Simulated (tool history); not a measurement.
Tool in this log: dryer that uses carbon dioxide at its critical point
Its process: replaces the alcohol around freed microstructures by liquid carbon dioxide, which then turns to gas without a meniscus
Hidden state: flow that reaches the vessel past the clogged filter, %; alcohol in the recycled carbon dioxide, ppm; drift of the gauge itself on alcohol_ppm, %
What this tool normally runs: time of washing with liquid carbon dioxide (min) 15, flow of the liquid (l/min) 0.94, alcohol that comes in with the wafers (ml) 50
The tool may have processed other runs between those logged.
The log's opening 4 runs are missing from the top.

run	hour	time of washing with liquid carbon dioxide (min)	flow of the liquid (l/min)	alcohol that comes in with the wafers (ml)	hours of work since the filter was changed	hours of work since the purifier's bed was changed	alcohol left in the vessel before it's heated (ppm by volume)
5	114.2	24	0.649	50	117	375	180
6	137.9	24	0.649	50	125	383	183
7	162.4	24	0.649	50	133	391	196
8	178.6	15	0.669	50	138	397	798
9	212.7	15	0.94	50	150	408	249
10	241	15	0.94	30	159	418	190
11	258.9	20	0.94	30	165	424	113
12	295.3	20	0.94	30	177	436	115
13	322.1	20	0.94	30	186	445	121
14	347.2	15	0.94	50	195	453	258
15	385.2	15	0.94	50	207	466	278
16	418.3	15	0.94	50	219	477	282
17	434.4	15	0.94	50	224	483	281
18	458.5	22	0.94	50	232	491	122
19	488.8	11	0.94	64	242	501	991
20	525.1	11	0.94	64	254	513	1001
21	543.5	24	0.94	61	261	519	129
22	560.8	10	1.461	67	266	525	297
# hour 582.4: inlet filter changed
23	586.7	21	0.858	48	1	533	146
24	606.3	15	0.94	86	8	540	315
25	626.8	15	0.94	86	15	547	322
# hour 650: purifier's bed changed
26	650	20	1.315	62	22	0	4

Run 27 comes next. What will it give?
27	681	20	1.315	62	32	10	?

{"run 27": {"alcohol left in the vessel before it's heated (ppm by volume)": 11}}
On a tool with no hidden condition, and with the same random variation, this run would have come out at alcohol left in the vessel before it's heated (ppm by volume) 8.
